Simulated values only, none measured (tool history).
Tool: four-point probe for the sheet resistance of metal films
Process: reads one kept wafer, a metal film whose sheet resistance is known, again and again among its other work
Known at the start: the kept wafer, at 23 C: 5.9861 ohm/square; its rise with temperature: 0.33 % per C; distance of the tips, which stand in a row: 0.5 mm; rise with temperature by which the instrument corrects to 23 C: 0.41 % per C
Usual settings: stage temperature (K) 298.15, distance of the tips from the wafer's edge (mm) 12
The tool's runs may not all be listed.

run,day,stage temperature (K),distance of the tips from the wafer's edge (mm),sheet resistance as the instrument gives it (ohm/square)
1,0,298.15,12,5.976062
2,0.583,298.15,12,5.974748
3,0.975,298.15,12,5.97493
4,1.708,298.15,12,5.977479
5,2.471,298.15,12,5.975464
6,3.062,298.15,8,5.982479
7,3.517,306.15,12,5.942042
8,4.117,306.15,12,5.939731
9,4.925,306.15,12,5.939278
10,5.262,297.15,11,5.983231
# day 5.358: stage's thermometer calibrated
11,5.783,306.15,18,5.941124
12,6.575,307.15,3,6.021483
13,7.088,308.15,7,5.943274
# day 7.738: stage's thermometer calibrated, once more
14,7.829,293.15,32,5.980905
15,8.471,298.15,5,5.989543
16,8.817,298.15,5,5.987304

5 ways to go on from here, each from the tool as it stands after run 16. What would each give?
A,9.2,293.15,29,?
B,9.2,298.15,37,?
C,9.2,293.15,4,?
D,9.2,297.15,72,?
E,9.2,298.15,19,?

run,sheet resistance as the instrument gives it (ohm/square)
A,5.980124
B,5.956087
C,6.030294
D,5.95964
E,5.958515
Without the tool's hidden state the same runs would have given:
run,sheet resistance as the instrument gives it (ohm/square)
A,6.000825
B,5.976707
C,6.051155
D,5.980272
E,5.979143

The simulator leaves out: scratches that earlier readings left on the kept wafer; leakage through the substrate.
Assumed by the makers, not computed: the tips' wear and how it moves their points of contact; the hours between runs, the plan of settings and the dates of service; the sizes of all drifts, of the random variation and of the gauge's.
